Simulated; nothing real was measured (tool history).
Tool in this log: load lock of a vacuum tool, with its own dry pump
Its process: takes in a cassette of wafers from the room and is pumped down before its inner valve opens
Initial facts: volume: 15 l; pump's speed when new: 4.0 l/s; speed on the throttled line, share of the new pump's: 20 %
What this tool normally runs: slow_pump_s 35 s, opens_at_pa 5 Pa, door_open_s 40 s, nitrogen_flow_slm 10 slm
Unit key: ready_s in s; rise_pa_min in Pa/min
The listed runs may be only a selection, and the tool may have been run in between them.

run     day  slow_pump_s  opens_at_pa  door_open_s  nitrogen_flow_slm  incoming humidity of the room's air, %  ready_s  rise_pa_min
  1       0           35            5           40                 10                                    40.6     69.3         0.56
  2   4.767           35            5           40                 10                                    42.9     69.7        0.586
  3  11.804           35            5           40                 10                                    42.8     69.1         0.59
  4   19.55           35           10           40                 10                                    44.2     65.7         0.62
  5  24.821           35           10           40                 10                                    43.7     65.7         0.62
  6  33.467           35           10           40                 10                                    40.7     67.1        0.629
     39.642  -- door's seal changed, seat wiped
  7    41.2           35           10           40                 13                                    44.1       67        0.057
  8  45.629           52           10           64                 10                                    46.5     80.3        0.084
  9  51.654           31           10          150                  7                                    43.5     64.6        0.142
 10  57.008           31           10           61                  8                                    44.9       64        0.094
 11  62.858           35           10           40                 15                                    45.5     67.6        0.067

Forecast each of these 5 alternatives for the next run:
  A  71.575           22            7          104                 10                                    47.4        ?            ?
  B  71.575           61            6           40                 10                                      45        ?            ?
  C  71.575           58            9           40                 11                                    47.1        ?            ?
  D  71.575           35           10          109                 15                                    43.7        ?            ?
  E  71.575           62           10          182                 15                                    46.9        ?            ?

run  ready_s  rise_pa_min
  A     59.6        0.133
  B     89.4        0.079
  C       85        0.082
  D     67.6        0.109
  E     88.1        0.141
The same runs, with their run-to-run variation unchanged, on a tool lacking any hidden condition would have given:
run  ready_s  rise_pa_min
  A     53.6        0.113
  B     84.7        0.059
  C     80.5        0.062
  D     62.3        0.089
  E     83.8        0.121
